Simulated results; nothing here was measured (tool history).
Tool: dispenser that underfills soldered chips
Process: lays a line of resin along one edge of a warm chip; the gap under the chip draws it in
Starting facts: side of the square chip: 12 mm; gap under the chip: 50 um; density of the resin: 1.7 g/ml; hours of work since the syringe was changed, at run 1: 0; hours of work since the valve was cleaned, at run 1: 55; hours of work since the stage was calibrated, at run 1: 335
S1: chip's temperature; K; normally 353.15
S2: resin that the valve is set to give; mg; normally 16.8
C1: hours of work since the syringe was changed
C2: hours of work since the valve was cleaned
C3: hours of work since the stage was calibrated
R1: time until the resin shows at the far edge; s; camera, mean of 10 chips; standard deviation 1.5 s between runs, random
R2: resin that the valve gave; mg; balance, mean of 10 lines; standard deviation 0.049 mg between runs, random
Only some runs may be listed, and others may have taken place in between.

run     day      S1    S2  C1  C2   C3     R1     R2
  1       0  353.15  16.8   0  55  335  131.5  16.23
  2   0.304  353.15  16.8   6  61  340  207.3  16.13
      0.483  -- new syringe of resin
      0.583  -- stage's temperature calibrated
      0.779  -- dispensing valve cleaned and set on the balance
      1.038  -- new syringe of resin
  3   1.117  353.15    17   2   6    9  161.8  16.99
        1.5  -- new syringe of resin
  4   1.875  353.15    17   7  20   23  262.2  16.78
          2  -- new syringe of resin
      2.467  -- new syringe of resin
  5     2.5  353.15    17   1  32   35    147  16.72
      2.925  -- new syringe of resin
  6   2.925  353.15  17.4   0  40   43  141.5  17.04
      3.412  -- new syringe of resin
  7   3.504  353.15  17.4   2  50   53  163.5  16.98
      3.933  -- new syringe of resin
  8   3.933  353.15  21.5   0  58   61  136.9  20.89
      4.417  -- new syringe of resin
      4.496  -- dispensing valve cleaned and set on the balance
  9   4.562  353.15  19.9   2   1   72  161.9  19.73
      4.975  -- new syringe of resin
 10   5.192  353.15  16.8   4  13   84  198.1  16.66
      5.479  -- new syringe of resin
 11   5.846  353.15  17.1   7  25   96  244.1  16.72
      5.958  -- new syringe of resin
 12   6.279  353.15  17.1   6  33  104    230  16.68
      6.446  -- new syringe of resin
      6.929  -- new syringe of resin
 13   7.004  353.15  17.1   1  46  117  155.5  16.57
      7.408  -- new syringe of resin
 14   7.667  353.15  21.6   5  59  130  202.5  20.79
      7.917  -- new syringe of resin
 15   8.108  353.15  16.8   4  67  138    183  16.12
      8.192  -- dispensing valve cleaned and set on the balance
      8.429  -- new syringe of resin
 16   8.833  353.15  16.8   8  12  151  260.7  16.74
      8.921  -- new syringe of resin
 17    9.35  351.15  17.6   8  22  160  291.7   17.4
      9.404  -- new syringe of resin
 18   9.779  357.15  21.5   7  29  168  195.1  21.21
      9.904  -- new syringe of resin
 19  10.188  357.15  21.5   5  37  176    172  21.15
     10.371  -- new syringe of resin
 20  10.562  357.15  21.5   4  44  183    148  20.89
     10.829  -- new syringe of resin
 21  10.983  357.15  21.5   3  52  190    140   20.9
     11.329  -- new syringe of resin
 22  11.638  357.15  21.5   6  64  202  176.6   20.9
     11.783  -- new syringe of resin
     11.912  -- dispensing valve cleaned and set on the balance
     12.312  -- new syringe of resin
 23  12.358  352.15  14.7   1   8  215  160.8  14.59
     12.812  -- new syringe of resin
 24  13.067  365.15  16.5   5  21  228  115.2  16.27
     13.292  -- new syringe of resin
 25  13.462  360.15  16.3   3  29  235  128.4  16.01
     13.783  -- new syringe of resin
 26  14.054  360.15  18.6   5  40  246  143.6  18.21
     14.246  -- new syringe of resin
     14.738  -- new syringe of resin
 27  14.775  352.15  15.5   1  53  260  149.1  15.02
     15.217  -- new syringe of resin
 28  15.321  364.15  15.2   2  63  270  100.1  14.61
     15.633  -- dispensing valve cleaned and set on the balance
     15.738  -- new syringe of resin
 29  15.904  340.15  20.9   3   5  280  306.4  20.97
     16.238  -- new syringe of resin
 30  16.392  338.15  20.4   3  14  289  331.8  20.14
      16.75  -- new syringe of resin
 31  17.083  350.15  16.6   6  27  302  253.5  16.42
     17.229  -- new syringe of resin
     17.688  -- new syringe of resin
 32  17.842  350.15  16.6   3  41  316  187.6   16.2

Here are 3 independent what-if runs from the current tool condition. What would each one return?
     18.162  -- new syringe of resin
  A  18.162  353.15  20.5   0  47  322   ?   ?
     18.162  -- new syringe of resin
  B  18.162  349.15    19   0  47  322   ?   ?
     18.162  -- new syringe of resin
  C  18.162  368.15    16   0  47  322   ?   ?

run     R1     R2
  A  124.3  19.93
  B  151.1   18.5
  C   69.2  15.67
With the hidden condition removed and each run's random variation left untouched, the same runs would have given:
run     R1     R2
  A  136.8  20.49
  B  166.3  19.01
  C   75.2  16.11
